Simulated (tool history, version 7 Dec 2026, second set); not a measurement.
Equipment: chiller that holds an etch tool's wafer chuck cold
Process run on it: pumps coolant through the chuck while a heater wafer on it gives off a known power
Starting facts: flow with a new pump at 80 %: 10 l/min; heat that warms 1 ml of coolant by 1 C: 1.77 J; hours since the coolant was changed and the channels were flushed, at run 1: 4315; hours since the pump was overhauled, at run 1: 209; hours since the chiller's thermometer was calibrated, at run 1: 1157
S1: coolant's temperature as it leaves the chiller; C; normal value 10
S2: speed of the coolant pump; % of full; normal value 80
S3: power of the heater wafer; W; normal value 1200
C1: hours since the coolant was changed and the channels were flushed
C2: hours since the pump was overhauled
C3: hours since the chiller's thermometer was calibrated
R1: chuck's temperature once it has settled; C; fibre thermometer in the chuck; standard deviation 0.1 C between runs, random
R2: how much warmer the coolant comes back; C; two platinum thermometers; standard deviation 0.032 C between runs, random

run 1 hour=0 | S1=10 S2=80 S3=1200 | C1=4315 C2=209 C3=1157 | R1=23.1 R2=4.05
run 2 hour=90.8 | S1=10 S2=80 S3=1200 | C1=4405 C2=299 C3=1247 | R1=23 R2=4.06
run 3 hour=243.6 | S1=10 S2=80 S3=1200 | C1=4558 C2=452 C3=1400 | R1=23 R2=4.06
run 4 hour=402.4 | S1=10 S2=61 S3=1200 | C1=4717 C2=611 C3=1559 | R1=25.4 R2=5.33
run 5 hour=475 | S1=10 S2=61 S3=1200 | C1=4790 C2=684 C3=1632 | R1=25.3 R2=5.39
run 6 hour=560.7 | S1=10 S2=61 S3=1200 | C1=4875 C2=769 C3=1717 | R1=25.1 R2=5.35
run 7 hour=707 | S1=10 S2=61 S3=1200 | C1=5022 C2=916 C3=1864 | R1=25.4 R2=5.32
run 8 hour=788 | S1=10 S2=98 S3=1200 | C1=5103 C2=997 C3=1945 | R1=21.6 R2=3.42
run 9 hour=866.3 | S1=10 S2=98 S3=1041 | C1=5181 C2=1075 C3=2023 | R1=20.1 R2=2.95
run 10 hour=1025 | S1=10 S2=98 S3=1041 | C1=5340 C2=1234 C3=2182 | R1=20.1 R2=3
run 11 hour=1138 | S1=13 S2=60 S3=1164 | C1=5453 C2=1347 C3=2295 | R1=27.7 R2=5.37
run 12 hour=1219.3 | S1=14 S2=78 S3=761 | C1=5534 C2=1428 C3=2376 | R1=22.5 R2=2.77
run 13 hour=1347.4 | S1=0 S2=63 S3=1014 | C1=5662 C2=1556 C3=2504 | R1=12.8 R2=4.53

Here are 5 independent what-if runs from the current tool condition. What would each one return?
run A hour=1446 | S1=19 S2=61 S3=1270 | C1=5761 C2=1655 C3=2603 | R1=? R2=?
run B hour=1446 | S1=10 S2=66 S3=1200 | C1=5761 C2=1655 C3=2603 | R1=? R2=?
run C hour=1446 | S1=14 S2=91 S3=1143 | C1=5761 C2=1655 C3=2603 | R1=? R2=?
run D hour=1446 | S1=0 S2=97 S3=1014 | C1=5761 C2=1655 C3=2603 | R1=? R2=?
run E hour=1446 | S1=5 S2=76 S3=976 | C1=5761 C2=1655 C3=2603 | R1=? R2=?

run=A R1=35 R2=5.78
run=B R1=24.7 R2=5.03
run=C R1=25.7 R2=3.58
run=D R1=10.1 R2=2.93
run=E R1=15.9 R2=3.62
With no hidden state in the tool, these same runs would have given:
run=A R1=35 R2=5.62
run=B R1=24.7 R2=4.87
run=C R1=25.7 R2=3.42
run=D R1=10.1 R2=2.77
run=E R1=15.8 R2=3.46

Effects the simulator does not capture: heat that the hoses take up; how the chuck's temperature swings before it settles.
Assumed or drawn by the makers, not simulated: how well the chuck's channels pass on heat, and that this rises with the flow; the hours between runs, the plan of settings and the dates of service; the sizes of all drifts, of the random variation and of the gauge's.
